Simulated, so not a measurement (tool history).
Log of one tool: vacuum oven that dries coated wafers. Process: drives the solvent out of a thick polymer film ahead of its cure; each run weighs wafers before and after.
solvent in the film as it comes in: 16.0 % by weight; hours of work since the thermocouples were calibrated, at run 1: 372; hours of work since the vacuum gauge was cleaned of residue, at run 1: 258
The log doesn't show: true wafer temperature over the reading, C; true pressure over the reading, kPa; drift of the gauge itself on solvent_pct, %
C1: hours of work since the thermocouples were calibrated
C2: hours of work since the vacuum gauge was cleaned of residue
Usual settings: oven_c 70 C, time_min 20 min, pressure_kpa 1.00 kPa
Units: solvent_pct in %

{"run": 1, "day": 0.0, "oven_c": 70, "time_min": 20, "pressure_kpa": 1.0, "C1": 372, "C2": 258, "solvent_pct": 2.31}
{"run": 2, "day": 0.338, "oven_c": 70, "time_min": 20, "pressure_kpa": 1.21, "C1": 377, "C2": 263, "solvent_pct": 2.32}
{"run": 3, "day": 0.654, "oven_c": 70, "time_min": 17, "pressure_kpa": 1.0, "C1": 381, "C2": 267, "solvent_pct": 2.89}
{"run": 4, "day": 0.975, "oven_c": 70, "time_min": 17, "pressure_kpa": 1.0, "C1": 385, "C2": 272, "solvent_pct": 2.87}
{"run": 5, "day": 1.467, "oven_c": 70, "time_min": 17, "pressure_kpa": 1.0, "C1": 392, "C2": 278, "solvent_pct": 2.87}
{"run": 6, "day": 1.75, "oven_c": 59, "time_min": 17, "pressure_kpa": 1.0, "C1": 396, "C2": 282, "solvent_pct": 6.16}
{"run": 7, "day": 2.096, "oven_c": 59, "time_min": 17, "pressure_kpa": 1.0, "C1": 401, "C2": 287, "solvent_pct": 6.13}
{"run": 8, "day": 2.712, "oven_c": 59, "time_min": 17, "pressure_kpa": 1.0, "C1": 409, "C2": 295, "solvent_pct": 6.2}
{"run": 9, "day": 3.15, "oven_c": 59, "time_min": 17, "pressure_kpa": 1.0, "C1": 415, "C2": 301, "solvent_pct": 6.17}
{"run": 10, "day": 3.7, "oven_c": 59, "time_min": 17, "pressure_kpa": 1.0, "C1": 423, "C2": 309, "solvent_pct": 6.24}
{"run": 11, "day": 4.292, "oven_c": 59, "time_min": 17, "pressure_kpa": 1.0, "C1": 431, "C2": 317, "solvent_pct": 6.16}
{"run": 12, "day": 4.767, "oven_c": 59, "time_min": 17, "pressure_kpa": 1.0, "C1": 437, "C2": 323, "solvent_pct": 6.11}
{"run": 13, "day": 5.283, "oven_c": 59, "time_min": 21, "pressure_kpa": 1.0, "C1": 444, "C2": 330, "solvent_pct": 5.13}
{"day": 5.388, "done": "vacuum gauge cleaned of residue and calibrated"}
{"run": 14, "day": 5.854, "oven_c": 59, "time_min": 21, "pressure_kpa": 1.0, "C1": 451, "C2": 6, "solvent_pct": 5.2}
{"run": 15, "day": 6.442, "oven_c": 70, "time_min": 11, "pressure_kpa": 1.0, "C1": 459, "C2": 14, "solvent_pct": 4.87}
{"run": 16, "day": 7.05, "oven_c": 70, "time_min": 11, "pressure_kpa": 1.0, "C1": 468, "C2": 23, "solvent_pct": 4.82}
{"run": 17, "day": 7.362, "oven_c": 70, "time_min": 11, "pressure_kpa": 1.0, "C1": 472, "C2": 27, "solvent_pct": 4.8}
{"run": 18, "day": 7.754, "oven_c": 70, "time_min": 11, "pressure_kpa": 1.0, "C1": 477, "C2": 32, "solvent_pct": 4.86}
{"run": 19, "day": 8.208, "oven_c": 70, "time_min": 23, "pressure_kpa": 1.0, "C1": 484, "C2": 39, "solvent_pct": 1.81}
{"day": 8.812, "done": "vacuum gauge cleaned of residue and calibrated, once more"}
{"run": 20, "day": 8.842, "oven_c": 70, "time_min": 23, "pressure_kpa": 1.0, "C1": 491, "C2": 0, "solvent_pct": 1.74}
{"run": 21, "day": 9.267, "oven_c": 70, "time_min": 23, "pressure_kpa": 1.0, "C1": 497, "C2": 6, "solvent_pct": 1.76}
{"run": 22, "day": 9.758, "oven_c": 84, "time_min": 12, "pressure_kpa": 1.0, "C1": 504, "C2": 13, "solvent_pct": 1.11}

Forecast run 23:
{"run": 23, "day": 10.058, "oven_c": 84, "time_min": 12, "pressure_kpa": 1.0, "C1": 508, "C2": 17, "solvent_pct": "?"}

Run 23 gave solvent_pct 1.16 %.
Without the tool's hidden state the same run would have given solvent_pct 1.24 %.

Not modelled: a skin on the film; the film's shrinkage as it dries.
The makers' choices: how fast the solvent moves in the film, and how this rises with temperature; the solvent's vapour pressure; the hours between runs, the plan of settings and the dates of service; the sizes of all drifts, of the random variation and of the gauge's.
